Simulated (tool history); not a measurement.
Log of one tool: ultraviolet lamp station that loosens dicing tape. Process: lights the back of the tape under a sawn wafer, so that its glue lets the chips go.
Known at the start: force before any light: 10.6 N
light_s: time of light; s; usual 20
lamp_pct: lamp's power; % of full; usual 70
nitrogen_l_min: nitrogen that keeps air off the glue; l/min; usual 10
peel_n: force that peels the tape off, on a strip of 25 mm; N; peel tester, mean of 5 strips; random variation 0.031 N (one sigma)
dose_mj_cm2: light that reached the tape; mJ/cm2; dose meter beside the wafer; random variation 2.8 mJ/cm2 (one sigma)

| run | hour | light_s | lamp_pct | nitrogen_l_min | peel_n | dose_mj_cm2 |
|---|---|---|---|---|---|---|
| 1 | 0.0 | 20 | 70 | 10 | 1.516 | 389 |
| 2 | 21.2 | 20 | 70 | 10 | 1.519 | 388 |
| 3 | 37.8 | 20 | 70 | 10 | 1.559 | 386 |
| 4 | 67.5 | 20 | 70 | 10 | 1.592 | 391 |
| 5 | 87.7 | 20 | 70 | 10 | 1.544 | 389 |
| 6 | 107.7 | 20 | 70 | 10 | 1.525 | 389 |
| 7 | 123.8 | 20 | 70 | 10 | 1.545 | 386 |
| 8 | 153.6 | 20 | 70 | 10 | 1.523 | 384 |
| 9 | 177.1 | 32 | 81 | 10 | 0.432 | 719 |
| 10 | 215.3 | 32 | 81 | 10 | 0.434 | 722 |
| 11 | 232.2 | 20 | 70 | 11 | 1.416 | 388 |
| 12 | 252.8 | 20 | 70 | 11 | 1.393 | 386 |
| 13 | 282.5 | 20 | 86 | 10 | 1.031 | 481 |
| 14 | 309.5 | 18 | 70 | 10 | 1.804 | 350 |
| 15 | 327.0 | 17 | 70 | 20 | 1.335 | 333 |

4 ways to go on from here, each from the tool as it stands after run 15. What would each give?
| A | 343.4 | 20 | 97 | 10 | ? | ? |
| B | 343.4 | 40 | 70 | 14 | ? | ? |
| C | 343.4 | 32 | 81 | 10 | ? | ? |
| D | 343.4 | 21 | 70 | 15 | ? | ? |

| run | peel_n | dose_mj_cm2 |
|---|---|---|
| A | 0.813 | 540 |
| B | 0.306 | 779 |
| C | 0.443 | 713 |
| D | 1.023 | 408 |
Without the tool's hidden state the same runs would have given:
| run | peel_n | dose_mj_cm2 |
|---|---|---|
| A | 0.810 | 541 |
| B | 0.305 | 781 |
| C | 0.441 | 715 |
| D | 1.018 | 409 |
